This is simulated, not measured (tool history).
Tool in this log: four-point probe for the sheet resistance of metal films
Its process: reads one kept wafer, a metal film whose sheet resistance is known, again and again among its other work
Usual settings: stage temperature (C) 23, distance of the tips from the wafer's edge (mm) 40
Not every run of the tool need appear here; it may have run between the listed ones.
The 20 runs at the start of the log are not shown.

run	hour	stage temperature (C)	distance of the tips from the wafer's edge (mm)	sheet resistance as the instrument gives it (ohm/square)
21	270.8	23	62	24.11694
22	284.3	23	62	24.118602
23	300.1	23	62	24.117277
24	316.7	33	4	24.665035
25	332.6	18	40	24.242121
26	347.3	27	62	24.024212
27	358.9	27	62	24.014653
28	366.8	29	43	23.976685
29	384.5	25	58	24.059405
30	403.5	33	54	23.893189
31	422.3	33	8	24.086462
32	435.1	22	65	24.128948
33	450.9	22	65	24.133466
34	469.2	20	53	24.187381
35	480.2	20	53	24.183716
36	492.3	20	13	24.262674
37	501.7	34	23	23.891846
38	511.6	33	4	24.654722
39	530.5	35	55	23.843711
40	539.4	28	23	24.017685
41	548	28	23	24.027296
42	557.9	23	38	24.111199
43	571.7	23	7	24.368144
44	587.5	30	3	25.296082

Here are 5 independent what-if runs from the current tool condition. What would each one return?
A	602.2	21	8	?
B	602.2	30	4	?
C	602.2	29	15	?
D	602.2	23	49	?
E	602.2	23	4	?

run	sheet resistance as the instrument gives it (ohm/square)
A	24.356171
B	24.729926
C	24.03043
D	24.116684
E	24.899638
With the hidden condition removed and each run's random variation left untouched, the same runs would have given:
run	sheet resistance as the instrument gives it (ohm/square)
A	24.355061
B	24.728797
C	24.029331
D	24.115583
E	24.898505
